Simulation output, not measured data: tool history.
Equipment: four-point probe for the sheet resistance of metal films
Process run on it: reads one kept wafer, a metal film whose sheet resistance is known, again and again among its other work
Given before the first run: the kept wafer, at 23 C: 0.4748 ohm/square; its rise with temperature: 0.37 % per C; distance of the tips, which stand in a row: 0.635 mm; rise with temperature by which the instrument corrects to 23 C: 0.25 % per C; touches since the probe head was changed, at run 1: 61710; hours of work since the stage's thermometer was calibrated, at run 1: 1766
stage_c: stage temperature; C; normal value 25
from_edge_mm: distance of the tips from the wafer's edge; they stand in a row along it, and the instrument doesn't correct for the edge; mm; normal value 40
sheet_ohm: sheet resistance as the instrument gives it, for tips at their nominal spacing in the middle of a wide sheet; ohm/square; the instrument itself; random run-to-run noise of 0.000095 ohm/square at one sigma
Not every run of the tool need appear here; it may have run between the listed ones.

run,hour,stage_c,from_edge_mm,touches since the probe head was changed,hours of work since the stage's thermometer was calibrated,sheet_ohm
1,0,25,40,61710,1766,0.477896
2,32.5,25,40,62719,1790,0.478174
3,68.7,25,40,63839,1816,0.478024
4,108.7,25,40,65081,1845,0.478223
5,161.2,25,41,66710,1883,0.47836
6,200.8,25,41,67939,1911,0.478112
7,260.3,25,41,69784,1954,0.478322
8,319.7,22,40,71629,1997,0.476782
9,358.1,25,40,72820,2025,0.478264
10,406.6,25,5,74321,2060,0.482611
11,469.6,22,40,76279,2105,0.476988
12,506.6,22,40,77424,2132,0.477097
13,546.9,22,40,78676,2161,0.477149
14,579.8,22,40,79697,2185,0.476959
15,624.2,24,4,81074,2217,0.484631
16,672.6,25,40,82576,2252,0.478771
17,729.8,25,5,84349,2293,0.48302
18,766.2,25,16,85478,2320,0.479235
19,828.8,25,25,87420,2365,0.479173
20,893.2,27,14,89417,2411,0.480534
21,935,27,14,90715,2442,0.480715
22,970.9,27,14,91828,2467,0.480668

What if the next run were any one of these 5? Each begins from the tool's condition after run 22:
A,1012.5,22,11,93120,2498,?
B,1012.5,21,40,93120,2498,?
C,1012.5,23,4,93120,2498,?
D,1012.5,22,7,93120,2498,?
E,1012.5,30,40,93120,2498,?

run,sheet_ohm
A,0.478242
B,0.47687
C,0.484459
D,0.479473
E,0.481809
With no hidden state in the tool, these same runs would have given:
run,sheet_ohm
A,0.475083
B,0.473726
C,0.481257
D,0.476307
E,0.478575
